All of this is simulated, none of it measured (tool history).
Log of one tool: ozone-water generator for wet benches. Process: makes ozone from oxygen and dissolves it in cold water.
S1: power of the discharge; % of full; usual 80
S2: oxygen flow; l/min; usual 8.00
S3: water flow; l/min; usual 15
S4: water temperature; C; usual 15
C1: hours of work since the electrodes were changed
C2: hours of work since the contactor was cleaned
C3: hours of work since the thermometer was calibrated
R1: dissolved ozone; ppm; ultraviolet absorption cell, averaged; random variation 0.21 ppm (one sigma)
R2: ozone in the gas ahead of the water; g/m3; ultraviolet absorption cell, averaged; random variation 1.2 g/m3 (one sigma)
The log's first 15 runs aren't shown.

run	hour	S1	S2	S3	S4	C1	C2	C3	R1	R2
16	1335.6	80	8.00	15	15	4493	991	321	26.0	183.7
17	1401.0	80	8.00	15	15	4552	1051	380	25.5	183.9
18	1498.4	98	8.00	15	15	4640	1139	468	30.1	216.5
19	1571.4	84	6.56	19	15	4706	1205	534	22.7	208.9
20	1679.9	84	6.56	19	15	4804	1303	632	22.6	207.4
21	1762.0	84	4.09	19	15	4879	1377	707	21.5	260.6
22	1855.9	58	8.00	15	12	4964	1462	792	20.5	141.6
23	1927.6	58	8.00	15	12	5028	1527	856	20.5	140.7
24	2023.7	58	8.00	15	12	5115	1614	943	20.5	140.0

Run 25 comes next. What will it give?
25	2086.0	49	10.05	15	12	5172	1670	1000	?	?

{"run 25": {"R1": 17.6, "R2": 111.8}}
Without the tool's hidden state the same run would have given R1 20.4 ppm, R2 127.3 g/m3.
